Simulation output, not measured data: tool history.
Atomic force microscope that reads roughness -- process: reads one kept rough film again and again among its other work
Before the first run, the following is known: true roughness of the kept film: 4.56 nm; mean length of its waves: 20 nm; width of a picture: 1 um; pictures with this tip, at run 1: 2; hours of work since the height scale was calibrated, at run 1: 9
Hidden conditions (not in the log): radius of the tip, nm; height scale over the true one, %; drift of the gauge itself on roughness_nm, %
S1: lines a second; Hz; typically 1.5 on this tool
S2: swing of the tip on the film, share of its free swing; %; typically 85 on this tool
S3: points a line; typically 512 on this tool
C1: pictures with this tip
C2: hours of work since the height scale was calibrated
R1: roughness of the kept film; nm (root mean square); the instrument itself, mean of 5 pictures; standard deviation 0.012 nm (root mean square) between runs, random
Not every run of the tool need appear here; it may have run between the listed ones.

{"run": 1, "hour": 0.0, "S1": 1.5, "S2": 85, "S3": 512, "C1": 2, "C2": 9, "R1": 2.916}
{"run": 2, "hour": 13.5, "S1": 1.5, "S2": 85, "S3": 512, "C1": 20, "C2": 15, "R1": 2.915}
{"run": 3, "hour": 24.9, "S1": 1.5, "S2": 85, "S3": 512, "C1": 34, "C2": 20, "R1": 2.895}
{"run": 4, "hour": 38.3, "S1": 1.5, "S2": 85, "S3": 512, "C1": 52, "C2": 26, "R1": 2.906}
{"run": 5, "hour": 49.0, "S1": 1.5, "S2": 85, "S3": 512, "C1": 65, "C2": 31, "R1": 2.922}
{"run": 6, "hour": 64.3, "S1": 1.5, "S2": 85, "S3": 512, "C1": 85, "C2": 38, "R1": 2.899}
{"run": 7, "hour": 74.3, "S1": 0.84, "S2": 85, "S3": 512, "C1": 98, "C2": 42, "R1": 2.994}
{"run": 8, "hour": 86.6, "S1": 1.5, "S2": 85, "S3": 512, "C1": 113, "C2": 48, "R1": 2.913}
{"hour": 88.3, "done": "new tip fitted"}
{"run": 9, "hour": 99.8, "S1": 1.5, "S2": 85, "S3": 512, "C1": 15, "C2": 54, "R1": 2.939}
{"run": 10, "hour": 112.8, "S1": 1.5, "S2": 85, "S3": 512, "C1": 31, "C2": 59, "R1": 2.896}
{"run": 11, "hour": 127.0, "S1": 1.5, "S2": 85, "S3": 512, "C1": 50, "C2": 66, "R1": 2.91}
{"run": 12, "hour": 133.6, "S1": 1.5, "S2": 85, "S3": 512, "C1": 58, "C2": 69, "R1": 2.919}
{"run": 13, "hour": 146.7, "S1": 1.5, "S2": 85, "S3": 535, "C1": 75, "C2": 74, "R1": 2.892}
{"run": 14, "hour": 157.2, "S1": 1.37, "S2": 85, "S3": 512, "C1": 88, "C2": 79, "R1": 2.907}
{"run": 15, "hour": 165.8, "S1": 1.37, "S2": 85, "S3": 303, "C1": 99, "C2": 83, "R1": 2.856}
{"hour": 178.8, "done": "new tip fitted"}
{"run": 16, "hour": 179.1, "S1": 2.92, "S2": 85, "S3": 303, "C1": 1, "C2": 89, "R1": 2.689}
{"run": 17, "hour": 187.4, "S1": 3.23, "S2": 60, "S3": 521, "C1": 11, "C2": 92, "R1": 2.999}
{"run": 18, "hour": 200.9, "S1": 1.5, "S2": 86, "S3": 512, "C1": 29, "C2": 98, "R1": 2.902}
{"run": 19, "hour": 207.8, "S1": 2.61, "S2": 85, "S3": 657, "C1": 38, "C2": 101, "R1": 2.773}
{"run": 20, "hour": 216.1, "S1": 2.61, "S2": 85, "S3": 657, "C1": 48, "C2": 105, "R1": 2.792}
{"run": 21, "hour": 224.9, "S1": 1.5, "S2": 87, "S3": 577, "C1": 60, "C2": 109, "R1": 2.87}
{"run": 22, "hour": 235.7, "S1": 1.5, "S2": 87, "S3": 577, "C1": 73, "C2": 114, "R1": 2.889}
{"run": 23, "hour": 247.5, "S1": 0.63, "S2": 74, "S3": 468, "C1": 89, "C2": 119, "R1": 3.05}
{"run": 24, "hour": 260.4, "S1": 2.7, "S2": 70, "S3": 258, "C1": 105, "C2": 125, "R1": 2.837}
{"hour": 268.7, "done": "new tip fitted"}
{"run": 25, "hour": 270.7, "S1": 0.69, "S2": 85, "S3": 512, "C1": 3, "C2": 129, "R1": 3.034}
{"run": 26, "hour": 278.5, "S1": 2.47, "S2": 84, "S3": 1015, "C1": 13, "C2": 133, "R1": 2.833}
{"run": 27, "hour": 292.3, "S1": 1.61, "S2": 85, "S3": 512, "C1": 30, "C2": 139, "R1": 2.89}
{"run": 28, "hour": 305.5, "S1": 2.26, "S2": 68, "S3": 512, "C1": 47, "C2": 145, "R1": 2.974}
{"run": 29, "hour": 315.1, "S1": 1.5, "S2": 85, "S3": 461, "C1": 60, "C2": 149, "R1": 2.885}

Predict the results of run 30:
{"run": 30, "hour": 326.6, "S1": 1.5, "S2": 85, "S3": 461, "C1": 74, "C2": 154, "R1": "?"}

R1: 2.901 nm (root mean square)
With the hidden condition absent and the run-to-run variation left alone, this run would have shown R1 2.912 nm (root mean square).
